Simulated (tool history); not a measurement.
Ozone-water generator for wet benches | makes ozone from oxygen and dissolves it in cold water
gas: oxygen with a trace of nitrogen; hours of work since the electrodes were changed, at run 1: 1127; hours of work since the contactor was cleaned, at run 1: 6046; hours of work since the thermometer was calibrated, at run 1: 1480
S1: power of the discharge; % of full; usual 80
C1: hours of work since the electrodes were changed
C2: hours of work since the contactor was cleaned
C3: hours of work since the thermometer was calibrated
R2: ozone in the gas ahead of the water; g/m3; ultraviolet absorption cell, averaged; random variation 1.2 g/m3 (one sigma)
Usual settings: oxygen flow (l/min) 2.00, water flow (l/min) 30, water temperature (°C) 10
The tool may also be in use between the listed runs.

run 1 day=0.000 | S1=80 oxygen_flow_(l/min)=2.00 water_flow_(l/min)=30 water_temperature_(°C)=10 | C1=1127 C2=6046 C3=1480 | dissolved_ozone_(ppm)=10.4 R2=220.4
run 2 day=1.996 | S1=80 oxygen_flow_(l/min)=2.00 water_flow_(l/min)=30 water_temperature_(°C)=10 | C1=1159 C2=6078 C3=1512 | dissolved_ozone_(ppm)=10.5 R2=219.6
run 3 day=3.279 | S1=80 oxygen_flow_(l/min)=2.00 water_flow_(l/min)=30 water_temperature_(°C)=10 | C1=1180 C2=6099 C3=1533 | dissolved_ozone_(ppm)=10.5 R2=220.5
run 4 day=4.229 | S1=80 oxygen_flow_(l/min)=2.00 water_flow_(l/min)=30 water_temperature_(°C)=5 | C1=1195 C2=6114 C3=1548 | dissolved_ozone_(ppm)=10.8 R2=220.3
run 5 day=5.358 | S1=46 oxygen_flow_(l/min)=2.00 water_flow_(l/min)=30 water_temperature_(°C)=10 | C1=1213 C2=6133 C3=1567 | dissolved_ozone_(ppm)=6.8 R2=141.4
run 6 day=6.408 | S1=80 oxygen_flow_(l/min)=2.00 water_flow_(l/min)=30 water_temperature_(°C)=10 | C1=1230 C2=6150 C3=1584 | dissolved_ozone_(ppm)=10.5 R2=218.6
run 7 day=7.992 | S1=80 oxygen_flow_(l/min)=2.00 water_flow_(l/min)=30 water_temperature_(°C)=10 | C1=1256 C2=6175 C3=1609 | dissolved_ozone_(ppm)=10.5 R2=219.3
run 8 day=10.042 | S1=80 oxygen_flow_(l/min)=2.00 water_flow_(l/min)=30 water_temperature_(°C)=10 | C1=1289 C2=6209 C3=1643 | dissolved_ozone_(ppm)=10.4 R2=220.1
run 9 day=11.492 | S1=80 oxygen_flow_(l/min)=2.00 water_flow_(l/min)=47 water_temperature_(°C)=10 | C1=1313 C2=6232 C3=1666 | dissolved_ozone_(ppm)=5.8 R2=221.2
run 10 day=12.596 | S1=65 oxygen_flow_(l/min)=2.00 water_flow_(l/min)=47 water_temperature_(°C)=10 | C1=1331 C2=6250 C3=1684 | dissolved_ozone_(ppm)=5.1 R2=186.1
run 11 day=13.454 | S1=65 oxygen_flow_(l/min)=2.00 water_flow_(l/min)=47 water_temperature_(°C)=10 | C1=1345 C2=6264 C3=1698 | dissolved_ozone_(ppm)=5.0 R2=186.3
run 12 day=15.062 | S1=65 oxygen_flow_(l/min)=2.00 water_flow_(l/min)=47 water_temperature_(°C)=10 | C1=1371 C2=6290 C3=1724 | dissolved_ozone_(ppm)=5.1 R2=186.1
run 13 day=17.104 | S1=80 oxygen_flow_(l/min)=2.00 water_flow_(l/min)=35 water_temperature_(°C)=8 | C1=1404 C2=6323 C3=1757 | dissolved_ozone_(ppm)=8.7 R2=221.5
run 14 day=19.079 | S1=80 oxygen_flow_(l/min)=2.00 water_flow_(l/min)=35 water_temperature_(°C)=8 | C1=1436 C2=6355 C3=1789 | dissolved_ozone_(ppm)=8.6 R2=220.8
run 15 day=21.125 | S1=80 oxygen_flow_(l/min)=1.18 water_flow_(l/min)=37 water_temperature_(°C)=10 | C1=1469 C2=6388 C3=1822 | dissolved_ozone_(ppm)=6.0 R2=258.5
run 16 day=22.450 | S1=80 oxygen_flow_(l/min)=1.18 water_flow_(l/min)=35 water_temperature_(°C)=7 | C1=1490 C2=6410 C3=1844 | dissolved_ozone_(ppm)=6.5 R2=260.4
run 17 day=24.433 | S1=80 oxygen_flow_(l/min)=3.59 water_flow_(l/min)=25 water_temperature_(°C)=5 | C1=1522 C2=6442 C3=1876 | dissolved_ozone_(ppm)=17.7 R2=183.9
run 18 day=26.033 | S1=57 oxygen_flow_(l/min)=2.00 water_flow_(l/min)=21 water_temperature_(°C)=10 | C1=1548 C2=6468 C3=1902 | dissolved_ozone_(ppm)=11.7 R2=168.8
run 19 day=27.712 | S1=57 oxygen_flow_(l/min)=2.00 water_flow_(l/min)=21 water_temperature_(°C)=10 | C1=1575 C2=6495 C3=1929 | dissolved_ozone_(ppm)=11.8 R2=170.4
run 20 day=28.875 | S1=96 oxygen_flow_(l/min)=1.83 water_flow_(l/min)=30 water_temperature_(°C)=12 | C1=1594 C2=6514 C3=1948 | dissolved_ozone_(ppm)=11.5 R2=260.7
run 21 day=29.992 | S1=71 oxygen_flow_(l/min)=1.83 water_flow_(l/min)=30 water_temperature_(°C)=6 | C1=1612 C2=6532 C3=1966 | dissolved_ozone_(ppm)=9.0 R2=205.9
run 22 day=31.108 | S1=71 oxygen_flow_(l/min)=1.83 water_flow_(l/min)=30 water_temperature_(°C)=6 | C1=1631 C2=6550 C3=1984 | dissolved_ozone_(ppm)=9.2 R2=205.9
run 23 day=32.121 | S1=71 oxygen_flow_(l/min)=1.83 water_flow_(l/min)=30 water_temperature_(°C)=6 | C1=1647 C2=6566 C3=2000 | dissolved_ozone_(ppm)=9.3 R2=204.2
run 24 day=33.354 | S1=80 oxygen_flow_(l/min)=2.00 water_flow_(l/min)=42 water_temperature_(°C)=12 | C1=1667 C2=6586 C3=2020 | dissolved_ozone_(ppm)=6.9 R2=221.7

Forecast each of these 4 alternatives for the next run:
run A day=34.242 | S1=80 oxygen_flow_(l/min)=2.00 water_flow_(l/min)=26 water_temperature_(°C)=13 | C1=1681 C2=6601 C3=2035 | dissolved_ozone_(ppm)=? R2=?
run B day=34.242 | S1=76 oxygen_flow_(l/min)=2.04 water_flow_(l/min)=42 water_temperature_(°C)=12 | C1=1681 C2=6601 C3=2035 | dissolved_ozone_(ppm)=? R2=?
run C day=34.242 | S1=74 oxygen_flow_(l/min)=2.00 water_flow_(l/min)=40 water_temperature_(°C)=10 | C1=1681 C2=6601 C3=2035 | dissolved_ozone_(ppm)=? R2=?
run D day=34.242 | S1=80 oxygen_flow_(l/min)=3.37 water_flow_(l/min)=42 water_temperature_(°C)=12 | C1=1681 C2=6601 C3=2035 | dissolved_ozone_(ppm)=? R2=?

run=A dissolved_ozone_(ppm)=11.9 R2=219.7
run=B dissolved_ozone_(ppm)=6.7 R2=211.0
run=C dissolved_ozone_(ppm)=6.8 R2=205.9
run=D dissolved_ozone_(ppm)=9.3 R2=187.4
Without the tool's hidden state the same runs would have given:
run=A dissolved_ozone_(ppm)=11.9 R2=219.8
run=B dissolved_ozone_(ppm)=6.7 R2=211.1
run=C dissolved_ozone_(ppm)=6.8 R2=206.0
run=D dissolved_ozone_(ppm)=9.3 R2=187.4
